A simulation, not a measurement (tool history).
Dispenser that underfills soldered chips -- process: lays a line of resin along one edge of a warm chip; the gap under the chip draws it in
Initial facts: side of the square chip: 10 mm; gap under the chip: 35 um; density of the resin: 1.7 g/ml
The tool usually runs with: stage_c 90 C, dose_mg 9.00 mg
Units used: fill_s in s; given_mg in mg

{"run": 1, "hour": 0.0, "stage_c": 90, "dose_mg": 9.0, "fill_s": 134.2, "given_mg": 8.93}
{"hour": 1.7, "done": "new syringe of resin"}
{"run": 2, "hour": 7.2, "stage_c": 90, "dose_mg": 9.0, "fill_s": 117.9, "given_mg": 8.83}
{"hour": 11.3, "done": "new syringe of resin"}
{"run": 3, "hour": 17.2, "stage_c": 90, "dose_mg": 9.0, "fill_s": 112.9, "given_mg": 8.83}
{"hour": 21.3, "done": "new syringe of resin"}
{"run": 4, "hour": 23.5, "stage_c": 97, "dose_mg": 9.0, "fill_s": 69.0, "given_mg": 8.81}
{"hour": 30.9, "done": "new syringe of resin"}
{"run": 5, "hour": 36.7, "stage_c": 75, "dose_mg": 9.0, "fill_s": 240.9, "given_mg": 8.77}
{"hour": 40.7, "done": "new syringe of resin"}
{"run": 6, "hour": 42.4, "stage_c": 78, "dose_mg": 9.0, "fill_s": 167.9, "given_mg": 8.77}
{"hour": 50.4, "done": "new syringe of resin"}
{"run": 7, "hour": 55.8, "stage_c": 78, "dose_mg": 9.0, "fill_s": 201.8, "given_mg": 8.73}
{"hour": 60.4, "done": "new syringe of resin"}
{"run": 8, "hour": 67.6, "stage_c": 78, "dose_mg": 9.0, "fill_s": 215.8, "given_mg": 8.6}
{"hour": 70.7, "done": "new syringe of resin"}
{"run": 9, "hour": 75.4, "stage_c": 78, "dose_mg": 9.0, "fill_s": 187.0, "given_mg": 8.63}
{"hour": 80.7, "done": "new syringe of resin"}
{"run": 10, "hour": 87.6, "stage_c": 103, "dose_mg": 9.0, "fill_s": 67.6, "given_mg": 8.63}
{"hour": 90.5, "done": "new syringe of resin"}
{"run": 11, "hour": 96.1, "stage_c": 103, "dose_mg": 9.0, "fill_s": 62.8, "given_mg": 8.51}
{"hour": 99.8, "done": "dispensing valve cleaned and set on the balance"}
{"hour": 101.1, "done": "new syringe of resin"}
{"hour": 111.0, "done": "new syringe of resin"}
{"run": 12, "hour": 111.0, "stage_c": 90, "dose_mg": 11.31, "fill_s": 85.6, "given_mg": 11.24}
{"run": 13, "hour": 119.3, "stage_c": 90, "dose_mg": 11.31, "fill_s": 126.2, "given_mg": 11.15}
{"hour": 120.7, "done": "new syringe of resin"}
{"run": 14, "hour": 127.5, "stage_c": 103, "dose_mg": 11.31, "fill_s": 66.8, "given_mg": 11.21}
{"hour": 130.6, "done": "new syringe of resin"}
{"run": 15, "hour": 133.6, "stage_c": 90, "dose_mg": 9.0, "fill_s": 95.9, "given_mg": 8.87}
{"hour": 140.6, "done": "new syringe of resin"}
{"run": 16, "hour": 142.6, "stage_c": 90, "dose_mg": 9.0, "fill_s": 92.4, "given_mg": 8.86}
{"hour": 151.1, "done": "new syringe of resin"}
{"run": 17, "hour": 153.1, "stage_c": 90, "dose_mg": 9.0, "fill_s": 91.2, "given_mg": 8.77}
{"hour": 161.4, "done": "new syringe of resin"}
{"run": 18, "hour": 165.6, "stage_c": 76, "dose_mg": 7.87, "fill_s": 206.8, "given_mg": 7.65}
{"hour": 171.5, "done": "new syringe of resin"}
{"run": 19, "hour": 175.1, "stage_c": 85, "dose_mg": 10.46, "fill_s": 124.6, "given_mg": 10.08}
{"hour": 181.1, "done": "new syringe of resin"}
{"run": 20, "hour": 184.6, "stage_c": 80, "dose_mg": 11.42, "fill_s": 154.4, "given_mg": 11.11}
{"hour": 191.2, "done": "new syringe of resin"}
{"run": 21, "hour": 196.9, "stage_c": 80, "dose_mg": 11.42, "fill_s": 175.1, "given_mg": 10.96}
{"hour": 200.9, "done": "new syringe of resin"}
{"run": 22, "hour": 209.7, "stage_c": 77, "dose_mg": 9.23, "fill_s": 242.2, "given_mg": 8.75}
{"hour": 210.6, "done": "new syringe of resin"}
{"run": 23, "hour": 218.7, "stage_c": 89, "dose_mg": 9.52, "fill_s": 129.0, "given_mg": 9.11}
{"hour": 220.1, "done": "new syringe of resin"}
{"hour": 221.1, "done": "dispensing valve cleaned and set on the balance"}
{"run": 24, "hour": 227.0, "stage_c": 81, "dose_mg": 10.94, "fill_s": 165.5, "given_mg": 10.85}
{"hour": 230.7, "done": "new syringe of resin"}
{"run": 25, "hour": 238.9, "stage_c": 99, "dose_mg": 10.23, "fill_s": 83.3, "given_mg": 10.24}
{"hour": 240.3, "done": "new syringe of resin"}
{"run": 26, "hour": 247.1, "stage_c": 99, "dose_mg": 10.23, "fill_s": 77.0, "given_mg": 10.25}
{"hour": 250.6, "done": "new syringe of resin"}
{"run": 27, "hour": 255.1, "stage_c": 89, "dose_mg": 8.29, "fill_s": 108.9, "given_mg": 8.23}
{"hour": 260.8, "done": "new syringe of resin"}
{"run": 28, "hour": 267.5, "stage_c": 86, "dose_mg": 8.29, "fill_s": 138.4, "given_mg": 8.1}
{"hour": 271.0, "done": "new syringe of resin"}
{"run": 29, "hour": 273.3, "stage_c": 86, "dose_mg": 8.29, "fill_s": 112.2, "given_mg": 8.03}
{"hour": 280.7, "done": "new syringe of resin"}
{"run": 30, "hour": 284.1, "stage_c": 85, "dose_mg": 10.17, "fill_s": 120.4, "given_mg": 9.95}
{"hour": 290.6, "done": "new syringe of resin"}
{"run": 31, "hour": 293.7, "stage_c": 77, "dose_mg": 10.17, "fill_s": 173.6, "given_mg": 9.8}
{"hour": 300.4, "done": "new syringe of resin"}
{"run": 32, "hour": 305.2, "stage_c": 88, "dose_mg": 8.31, "fill_s": 117.2, "given_mg": 8.06}
{"hour": 309.9, "done": "new syringe of resin"}
{"run": 33, "hour": 312.1, "stage_c": 82, "dose_mg": 7.63, "fill_s": 138.2, "given_mg": 7.43}

Forecast each of these 4 alternatives for the next run:
{"hour": 320.0, "done": "new syringe of resin"}
{"run": "A", "hour": 320.0, "stage_c": 79, "dose_mg": 8.79, "fill_s": "?", "given_mg": "?"}
{"hour": 320.0, "done": "new syringe of resin"}
{"run": "B", "hour": 320.0, "stage_c": 76, "dose_mg": 9.66, "fill_s": "?", "given_mg": "?"}
{"hour": 320.0, "done": "new syringe of resin"}
{"run": "C", "hour": 320.0, "stage_c": 80, "dose_mg": 8.48, "fill_s": "?", "given_mg": "?"}
{"hour": 320.0, "done": "new syringe of resin"}
{"run": "D", "hour": 320.0, "stage_c": 77, "dose_mg": 7.74, "fill_s": "?", "given_mg": "?"}

run=A fill_s=138.7 given_mg=8.42
run=B fill_s=159.8 given_mg=9.25
run=C fill_s=133.7 given_mg=8.20
run=D fill_s=158.0 given_mg=7.35
Stripped of hidden state, with their random variation kept, the same runs would have yielded:
run=A fill_s=166.2 given_mg=8.79
run=B fill_s=193.0 given_mg=9.66
run=C fill_s=159.9 given_mg=8.56
run=D fill_s=188.9 given_mg=7.68
